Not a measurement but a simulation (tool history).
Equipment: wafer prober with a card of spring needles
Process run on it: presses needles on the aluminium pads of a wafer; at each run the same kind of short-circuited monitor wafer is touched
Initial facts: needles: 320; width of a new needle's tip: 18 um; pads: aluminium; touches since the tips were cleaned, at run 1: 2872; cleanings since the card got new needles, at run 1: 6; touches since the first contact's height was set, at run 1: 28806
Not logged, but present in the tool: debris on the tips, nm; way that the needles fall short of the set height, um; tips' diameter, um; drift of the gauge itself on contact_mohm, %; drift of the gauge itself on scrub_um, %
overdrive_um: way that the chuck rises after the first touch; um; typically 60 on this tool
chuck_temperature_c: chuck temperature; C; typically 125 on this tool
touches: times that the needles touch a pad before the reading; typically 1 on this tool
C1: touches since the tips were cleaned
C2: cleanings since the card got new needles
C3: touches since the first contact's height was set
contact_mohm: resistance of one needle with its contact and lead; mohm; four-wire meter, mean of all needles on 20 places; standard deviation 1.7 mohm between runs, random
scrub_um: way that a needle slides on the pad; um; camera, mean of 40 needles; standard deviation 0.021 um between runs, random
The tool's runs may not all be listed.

{"run": 1, "hour": 0.0, "overdrive_um": 60, "chuck_temperature_c": 125, "touches": 1, "C1": 2872, "C2": 6, "C3": 28806, "contact_mohm": 175, "scrub_um": 9.11}
{"hour": 4.4, "done": "tips cleaned on abrasive film"}
{"run": 2, "hour": 14.9, "overdrive_um": 60, "chuck_temperature_c": 125, "touches": 1, "C1": 3904, "C2": 7, "C3": 34311, "contact_mohm": 172, "scrub_um": 9.12}
{"hour": 16.6, "done": "tips cleaned on abrasive film"}
{"hour": 28.3, "done": "tips cleaned on abrasive film"}
{"run": 3, "hour": 34.5, "overdrive_um": 60, "chuck_temperature_c": 125, "touches": 2, "C1": 2311, "C2": 9, "C3": 41562, "contact_mohm": 170, "scrub_um": 9.07}
{"hour": 40.1, "done": "tips cleaned on abrasive film"}
{"run": 4, "hour": 50.5, "overdrive_um": 60, "chuck_temperature_c": 125, "touches": 2, "C1": 3889, "C2": 10, "C3": 47491, "contact_mohm": 170, "scrub_um": 9.06}
{"hour": 52.8, "done": "tips cleaned on abrasive film"}
{"hour": 63.8, "done": "tips cleaned on abrasive film"}
{"run": 5, "hour": 74.5, "overdrive_um": 60, "chuck_temperature_c": 125, "touches": 2, "C1": 3994, "C2": 12, "C3": 56359, "contact_mohm": 168, "scrub_um": 9.08}
{"hour": 76.9, "done": "tips cleaned on abrasive film"}
{"run": 6, "hour": 87.6, "overdrive_um": 60, "chuck_temperature_c": 125, "touches": 2, "C1": 3982, "C2": 13, "C3": 61183, "contact_mohm": 166, "scrub_um": 9.08}
{"hour": 89.6, "done": "tips cleaned on abrasive film"}
{"hour": 101.3, "done": "tips cleaned on abrasive film"}
{"run": 7, "hour": 103.9, "overdrive_um": 60, "chuck_temperature_c": 125, "touches": 2, "C1": 981, "C2": 15, "C3": 67217, "contact_mohm": 170, "scrub_um": 9.08}
{"hour": 113.8, "done": "tips cleaned on abrasive film"}
{"hour": 125.4, "done": "tips cleaned on abrasive film"}
{"run": 8, "hour": 126.3, "overdrive_um": 45, "chuck_temperature_c": 125, "touches": 1, "C1": 339, "C2": 17, "C3": 75477, "contact_mohm": 177, "scrub_um": 6.75}
{"hour": 138.0, "done": "tips cleaned on abrasive film"}
{"run": 9, "hour": 143.7, "overdrive_um": 45, "chuck_temperature_c": 125, "touches": 1, "C1": 2136, "C2": 18, "C3": 81921, "contact_mohm": 183, "scrub_um": 6.77}
{"hour": 149.4, "done": "tips cleaned on abrasive film"}
{"run": 10, "hour": 157.7, "overdrive_um": 45, "chuck_temperature_c": 125, "touches": 1, "C1": 3122, "C2": 19, "C3": 87122, "contact_mohm": 180, "scrub_um": 6.78}
{"hour": 161.2, "done": "tips cleaned on abrasive film"}
{"run": 11, "hour": 169.9, "overdrive_um": 45, "chuck_temperature_c": 125, "touches": 1, "C1": 3258, "C2": 20, "C3": 91632, "contact_mohm": 181, "scrub_um": 6.75}
{"hour": 174.1, "done": "tips cleaned on abrasive film"}
{"run": 12, "hour": 182.9, "overdrive_um": 45, "chuck_temperature_c": 125, "touches": 1, "C1": 3283, "C2": 21, "C3": 96425, "contact_mohm": 180, "scrub_um": 6.76}
{"hour": 185.1, "done": "tips cleaned on abrasive film"}
{"run": 13, "hour": 195.4, "overdrive_um": 45, "chuck_temperature_c": 125, "touches": 1, "C1": 3842, "C2": 22, "C3": 101041, "contact_mohm": 179, "scrub_um": 6.78}
{"hour": 197.6, "done": "tips cleaned on abrasive film"}
{"run": 14, "hour": 207.7, "overdrive_um": 60, "chuck_temperature_c": 125, "touches": 1, "C1": 3769, "C2": 23, "C3": 105616, "contact_mohm": 171, "scrub_um": 9}
{"hour": 209.2, "done": "tips cleaned on abrasive film"}
{"run": 15, "hour": 218.5, "overdrive_um": 60, "chuck_temperature_c": 125, "touches": 1, "C1": 3484, "C2": 24, "C3": 109585, "contact_mohm": 168, "scrub_um": 8.96}
{"hour": 221.8, "done": "tips cleaned on abrasive film"}
{"hour": 233.3, "done": "tips cleaned on abrasive film"}
{"run": 16, "hour": 236.4, "overdrive_um": 60, "chuck_temperature_c": 125, "touches": 1, "C1": 1180, "C2": 26, "C3": 116200, "contact_mohm": 170, "scrub_um": 8.97}
{"hour": 244.5, "done": "tips cleaned on abrasive film"}
{"run": 17, "hour": 253.9, "overdrive_um": 60, "chuck_temperature_c": 106, "touches": 3, "C1": 3535, "C2": 27, "C3": 122686, "contact_mohm": 171, "scrub_um": 8.93}
{"hour": 257.3, "done": "tips cleaned on abrasive film"}
{"hour": 269.4, "done": "tips cleaned on abrasive film"}
{"run": 18, "hour": 277.8, "overdrive_um": 59, "chuck_temperature_c": 32, "touches": 1, "C1": 3140, "C2": 29, "C3": 131508, "contact_mohm": 152, "scrub_um": 8.75}
{"hour": 280.6, "done": "tips cleaned on abrasive film"}
{"run": 19, "hour": 291.1, "overdrive_um": 59, "chuck_temperature_c": 32, "touches": 1, "C1": 3895, "C2": 30, "C3": 136415, "contact_mohm": 153, "scrub_um": 8.77}
{"hour": 292.5, "done": "tips cleaned on abrasive film"}
{"hour": 305.2, "done": "tips cleaned on abrasive film"}
{"run": 20, "hour": 315.8, "overdrive_um": 68, "chuck_temperature_c": 66, "touches": 2, "C1": 3935, "C2": 32, "C3": 145546, "contact_mohm": 159, "scrub_um": 10.07}
{"hour": 318.3, "done": "tips cleaned on abrasive film"}
{"hour": 329.9, "done": "tips cleaned on abrasive film"}
{"run": 21, "hour": 334.5, "overdrive_um": 45, "chuck_temperature_c": 125, "touches": 1, "C1": 1695, "C2": 34, "C3": 152446, "contact_mohm": 181, "scrub_um": 6.69}
{"hour": 342.4, "done": "tips cleaned on abrasive film"}
{"hour": 353.0, "done": "gauge calibrated"}
{"hour": 355.2, "done": "tips cleaned on abrasive film"}
{"run": 22, "hour": 356.8, "overdrive_um": 45, "chuck_temperature_c": 125, "touches": 1, "C1": 609, "C2": 36, "C3": 160699, "contact_mohm": 179, "scrub_um": 6.83}
{"hour": 367.7, "done": "tips cleaned on abrasive film"}
{"hour": 379.8, "done": "tips cleaned on abrasive film"}
{"run": 23, "hour": 382.6, "overdrive_um": 41, "chuck_temperature_c": 39, "touches": 1, "C1": 1037, "C2": 38, "C3": 170243, "contact_mohm": 164, "scrub_um": 6.21}
{"hour": 392.1, "done": "tips cleaned on abrasive film"}
{"hour": 404.3, "done": "tips cleaned on abrasive film"}
{"run": 24, "hour": 405.1, "overdrive_um": 41, "chuck_temperature_c": 39, "touches": 1, "C1": 271, "C2": 40, "C3": 178539, "contact_mohm": 167, "scrub_um": 6.19}
{"hour": 415.4, "done": "tips cleaned on abrasive film"}
{"run": 25, "hour": 421.0, "overdrive_um": 54, "chuck_temperature_c": 45, "touches": 1, "C1": 2069, "C2": 41, "C3": 184436, "contact_mohm": 158, "scrub_um": 8.16}
{"hour": 426.9, "done": "tips cleaned on abrasive film"}
{"run": 26, "hour": 437.1, "overdrive_um": 60, "chuck_temperature_c": 125, "touches": 2, "C1": 3807, "C2": 42, "C3": 190406, "contact_mohm": 168, "scrub_um": 9.09}
{"hour": 438.2, "done": "tips cleaned on abrasive film"}
{"hour": 440.9, "done": "height of the first contact set anew"}
{"hour": 450.1, "done": "tips cleaned on abrasive film"}
{"run": 27, "hour": 450.1, "overdrive_um": 60, "chuck_temperature_c": 125, "touches": 2, "C1": 0, "C2": 44, "C3": 3387, "contact_mohm": 169, "scrub_um": 9.05}
{"hour": 461.2, "done": "tips cleaned on abrasive film"}
{"run": 28, "hour": 461.9, "overdrive_um": 60, "chuck_temperature_c": 44, "touches": 1, "C1": 270, "C2": 45, "C3": 7768, "contact_mohm": 158, "scrub_um": 9.07}
{"hour": 473.3, "done": "tips cleaned on abrasive film"}
{"run": 29, "hour": 480.3, "overdrive_um": 76, "chuck_temperature_c": 54, "touches": 2, "C1": 2596, "C2": 46, "C3": 14592, "contact_mohm": 154, "scrub_um": 11.46}
{"hour": 485.7, "done": "tips cleaned on abrasive film"}
{"hour": 496.8, "done": "tips cleaned on abrasive film"}
{"run": 30, "hour": 499.1, "overdrive_um": 71, "chuck_temperature_c": 123, "touches": 2, "C1": 866, "C2": 48, "C3": 21514, "contact_mohm": 167, "scrub_um": 10.73}
{"hour": 509.4, "done": "tips cleaned on abrasive film"}
{"run": 31, "hour": 517.3, "overdrive_um": 71, "chuck_temperature_c": 123, "touches": 2, "C1": 2933, "C2": 49, "C3": 28273, "contact_mohm": 165, "scrub_um": 10.66}
{"hour": 520.6, "done": "tips cleaned on abrasive film"}
{"hour": 533.0, "done": "tips cleaned on abrasive film"}
{"run": 32, "hour": 542.8, "overdrive_um": 71, "chuck_temperature_c": 123, "touches": 2, "C1": 3663, "C2": 51, "C3": 37717, "contact_mohm": 168, "scrub_um": 10.63}

Some steps in scrub_um between neighbouring runs. How much of each would the tool show without its hidden state too (settings, what came in, random variation), and how much is left for the hidden state, with any gauge scatter that isn't in both results?
Run 7 -> 8: overdrive_um 60 -> 45, touches 2 -> 1, tips cleaned on abrasive film, tips cleaned on abrasive film. scrub_um -2.33 um: hidden state +0.01, all else -2.34.
Run 13 -> 14: overdrive_um 45 -> 60, tips cleaned on abrasive film. scrub_um +2.22 um: hidden state -0.05, all else +2.27.
Run 20 -> 21: overdrive_um 68 -> 45, chuck_temperature_c 66 -> 125, touches 2 -> 1, tips cleaned on abrasive film, tips cleaned on abrasive film. scrub_um -3.38 um: hidden state +0.08, all else -3.46.
Run 21 -> 22: tips cleaned on abrasive film, gauge calibrated, tips cleaned on abrasive film. scrub_um +0.14 um: hidden state +0.18, all else -0.04.
Run 28 -> 29: overdrive_um 60 -> 76, chuck_temperature_c 44 -> 54, touches 1 -> 2, tips cleaned on abrasive film. scrub_um +2.39 um: hidden state -0.05, all else +2.44.

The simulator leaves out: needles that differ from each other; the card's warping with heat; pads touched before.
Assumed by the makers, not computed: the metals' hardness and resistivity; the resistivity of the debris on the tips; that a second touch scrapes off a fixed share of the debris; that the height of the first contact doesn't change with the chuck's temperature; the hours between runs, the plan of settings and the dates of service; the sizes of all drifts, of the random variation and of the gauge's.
